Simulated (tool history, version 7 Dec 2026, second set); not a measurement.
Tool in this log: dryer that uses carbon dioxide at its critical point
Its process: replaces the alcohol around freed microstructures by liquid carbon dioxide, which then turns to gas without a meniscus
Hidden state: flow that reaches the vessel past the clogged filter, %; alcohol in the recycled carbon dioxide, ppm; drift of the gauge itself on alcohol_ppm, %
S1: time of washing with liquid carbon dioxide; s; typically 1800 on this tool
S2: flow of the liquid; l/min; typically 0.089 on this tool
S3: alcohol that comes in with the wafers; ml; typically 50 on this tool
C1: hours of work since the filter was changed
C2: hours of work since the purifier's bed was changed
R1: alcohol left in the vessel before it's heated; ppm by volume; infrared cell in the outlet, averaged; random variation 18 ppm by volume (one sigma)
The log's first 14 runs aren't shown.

run     day    S1      S2  S3   C1   C2     R1
 15  13.421  1440   0.089  50   29  273   2885
 16  14.308  1440   0.089  50   40  284   2974
 17  15.371  1200   0.089  50   54  298   5380
 18    15.9  1800  0.0734  50   61  305   2617
 19  17.033  1800  0.0734  50   76  320   2588
 20  17.904  1800  0.0734  50   87  331   2632
 21    18.9  1800  0.0734  50  100  344   2676
 22  19.933  1800   0.089  50  113  357   1347
 23  20.792  1800   0.089  50  124  368   1342
 24  21.992  2520   0.131  69  140  384     58
 25  22.958  2520   0.131  69  152  396     51
 26  24.021  2400  0.0757  53  166  410    789
 27   24.85  1200  0.0692  63  177  421  13249
 28  25.625  1200  0.0692  63  187  431  13207
 29  26.454  1200  0.0692  63  198  441  13091
 30  27.454  1800  0.0629  77  210  454   7274
 31  28.358  1800  0.0629  34  222  466   3303
 32  28.854  1800  0.0629  34  229  473   3239

Run 33 has not been measured yet. What should we expect?
 33  29.421  1560  0.1047  69  236  480   ?

{"run 33": {"R1": 1871}}
Had the tool carried no hidden state, the very same run would have given R1 1509 ppm by volume.

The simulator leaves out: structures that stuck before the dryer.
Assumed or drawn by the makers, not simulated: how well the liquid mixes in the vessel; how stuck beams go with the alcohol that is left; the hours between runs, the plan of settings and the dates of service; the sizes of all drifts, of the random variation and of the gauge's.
